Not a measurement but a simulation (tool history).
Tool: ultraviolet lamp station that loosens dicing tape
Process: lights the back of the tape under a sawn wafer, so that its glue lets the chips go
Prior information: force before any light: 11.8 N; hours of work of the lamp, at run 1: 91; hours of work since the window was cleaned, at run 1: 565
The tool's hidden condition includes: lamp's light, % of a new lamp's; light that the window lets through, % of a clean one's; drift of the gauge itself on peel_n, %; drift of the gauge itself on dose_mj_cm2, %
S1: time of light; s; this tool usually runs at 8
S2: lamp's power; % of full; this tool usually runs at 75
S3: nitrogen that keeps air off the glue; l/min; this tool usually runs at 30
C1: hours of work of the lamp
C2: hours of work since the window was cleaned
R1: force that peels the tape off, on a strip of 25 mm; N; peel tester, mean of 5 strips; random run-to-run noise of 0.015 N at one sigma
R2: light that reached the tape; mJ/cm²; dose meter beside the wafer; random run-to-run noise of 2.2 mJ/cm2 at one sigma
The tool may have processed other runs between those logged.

Run 1, hour 0.0: usual settings; C1 91; C2 565. Result: R1 0.977 N, R2 164 mJ/cm².
Run 2, hour 29.4: usual settings but S3 12 l/min; C1 114; C2 589. Result: R1 2.084 N, R2 163 mJ/cm².
Run 3, hour 56.7: usual settings but S3 12 l/min; C1 136; C2 610. Result: R1 2.194 N, R2 170 mJ/cm².
Run 4, hour 112.0: usual settings but S3 12 l/min; C1 179; C2 654. Result: R1 2.212 N, R2 161 mJ/cm².
At hour 118.8: window cleaned of glue's vapour.
Run 5, hour 142.8: usual settings but S3 12 l/min; C1 203; C2 19. Result: R1 1.783 N, R2 183 mJ/cm².
Run 6, hour 204.2: usual settings but S3 12 l/min; C1 252; C2 67. Result: R1 1.899 N, R2 178 mJ/cm².
Run 7, hour 259.8: usual settings but S3 12 l/min; C1 296; C2 111. Result: R1 1.840 N, R2 177 mJ/cm².
Run 8, hour 309.7: usual settings but S3 39 l/min; C1 335; C2 151. Result: R1 0.772 N, R2 169 mJ/cm².
Run 9, hour 347.0: usual settings; C1 365; C2 180. Result: R1 0.962 N, R2 169 mJ/cm².
Run 10, hour 375.1: usual settings; C1 387; C2 202. Result: R1 1.039 N, R2 169 mJ/cm².
Run 11, hour 427.9: usual settings; C1 428; C2 244. Result: R1 1.057 N, R2 168 mJ/cm².
Run 12, hour 478.7: usual settings; C1 469; C2 284. Result: R1 1.115 N, R2 159 mJ/cm².
Run 13, hour 512.9: usual settings but S2 97 % of full; C1 496; C2 311. Result: R1 0.625 N, R2 211 mJ/cm².
Run 14, hour 576.5: usual settings; C1 546; C2 361. Result: R1 1.222 N, R2 157 mJ/cm².
Run 15, hour 605.3: usual settings but S3 24 l/min; C1 569; C2 384. Result: R1 1.466 N, R2 154 mJ/cm².
Run 16, hour 663.0: usual settings but S1 13 s; C1 614; C2 430. Result: R1 0.373 N, R2 249 mJ/cm².
Run 17, hour 723.0: usual settings but S1 13 s; C1 661; C2 477. Result: R1 0.387 N, R2 238 mJ/cm².
Run 18, hour 787.6: usual settings but S1 13 s; C1 712; C2 528. Result: R1 0.419 N, R2 231 mJ/cm².
Run 19, hour 831.3: usual settings; C1 747; C2 562. Result: R1 1.524 N, R2 141 mJ/cm².
Run 20, hour 878.9: usual settings but S2 85 % of full, S3 18 l/min; C1 784; C2 600. Result: R1 1.797 N, R2 157 mJ/cm².
Run 21, hour 926.3: usual settings but S2 85 % of full, S3 18 l/min; C1 822; C2 637. Result: R1 1.858 N, R2 153 mJ/cm².
At hour 952.4: window cleaned of glue's vapour.
Run 22, hour 986.0: usual settings but S2 85 % of full, S3 18 l/min; C1 869; C2 26. Result: R1 1.471 N, R2 171 mJ/cm².
Run 23, hour 1045.6: usual settings but S1 6 s, S2 73 % of full, S3 52 l/min; C1 916; C2 74. Result: R1 1.850 N, R2 113 mJ/cm².
Run 24, hour 1089.8: usual settings but S1 5 s, S2 64 % of full, S3 23 l/min; C1 951; C2 108. Result: R1 4.274 N, R2 76 mJ/cm².
Run 25, hour 1127.7: usual settings but S1 5 s, S2 64 % of full, S3 23 l/min; C1 980; C2 138. Result: R1 4.232 N, R2 75 mJ/cm².
Run 26, hour 1165.6: usual settings but S1 4 s, S3 32 l/min; C1 1010; C2 168. Result: R1 4.143 N, R2 72 mJ/cm².
Run 27, hour 1193.3: usual settings but S1 4 s, S3 32 l/min; C1 1032; C2 190. Result: R1 4.115 N, R2 70 mJ/cm².
Run 28, hour 1246.3: usual settings but S1 16 s, S2 62 % of full, S3 19 l/min; C1 1074; C2 232. Result: R1 0.749 N, R2 226 mJ/cm².
Run 29, hour 1279.0: usual settings but S1 10 s, S2 61 % of full, S3 12 l/min; C1 1100; C2 258. Result: R1 2.922 N, R2 139 mJ/cm².
At hour 1332.1: lamp changed.
Run 30, hour 1344.1: usual settings but S1 10 s, S2 61 % of full, S3 12 l/min; C1 9; C2 308. Result: R1 1.687 N, R2 183 mJ/cm².
Run 31, hour 1403.2: usual settings but S1 10 s, S2 71 % of full, S3 39 l/min; C1 56; C2 355. Result: R1 0.415 N, R2 214 mJ/cm².
Run 32, hour 1453.8: usual settings but S1 5 s, S2 64 % of full, S3 39 l/min; C1 96; C2 395. Result: R1 2.647 N, R2 93 mJ/cm².
Run 33, hour 1515.8: usual settings but S1 5 s, S2 83 % of full, S3 39 l/min; C1 145; C2 444. Result: R1 1.763 N, R2 118 mJ/cm².
Run 34, hour 1555.7: usual settings but S1 15 s, S2 76 % of full; C1 177; C2 475. Result: R1 0.152 N, R2 325 mJ/cm².
Run 35, hour 1617.9: usual settings but S1 15 s, S2 76 % of full; C1 226; C2 524. Result: R1 0.167 N, R2 314 mJ/cm².
Run 36, hour 1651.3: usual settings but S2 84 % of full, S3 55 l/min; C1 252; C2 551. Result: R1 0.493 N, R2 184 mJ/cm².
Run 37, hour 1709.2: usual settings but S1 6 s, S2 83 % of full, S3 28 l/min; C1 298; C2 597. Result: R1 1.759 N, R2 136 mJ/cm².
Run 38, hour 1747.3: usual settings but S1 6 s, S2 84 % of full, S3 12 l/min; C1 328; C2 627. Result: R1 2.881 N, R2 132 mJ/cm².

Below, each run's measurement less what the same run would have read without the hidden state. Both values contain the same run-to-run variation, but the gauge's scatter may not be the same in both:
run      R1   R2
  1  +0.295  -26
  2  +0.511  -27
  3  +0.568  -29
  4  +0.627  -33
  5  +0.201  -12
  6  +0.283  -15
  7  +0.333  -20
  8  +0.223  -23
  9  +0.286  -26
 10  +0.326  -27
 11  +0.366  -31
 12  +0.421  -33
 13  +0.283  -47
 14  +0.518  -39
 15  +0.612  -41
 16  +0.207  -72
 17  +0.227  -78
 18  +0.265  -84
 19  +0.810  -54
 20  +0.956  -65
 21  +1.021  -68
 22  +0.651  -50
 23  +0.821  -35
 24  +1.284  -27
 25  +1.318  -28
 26  +1.393  -27
 27  +1.415  -28
 28  +0.492  -99
 29  +1.382  -62
 30  +0.196  -12
 31  +0.095  -19
 32  +0.393  -10
 33  +0.382  -16
 34  +0.050  -48
 35  +0.061  -55
 36  +0.203  -36
 37  +0.589  -29
 38  +0.795  -31
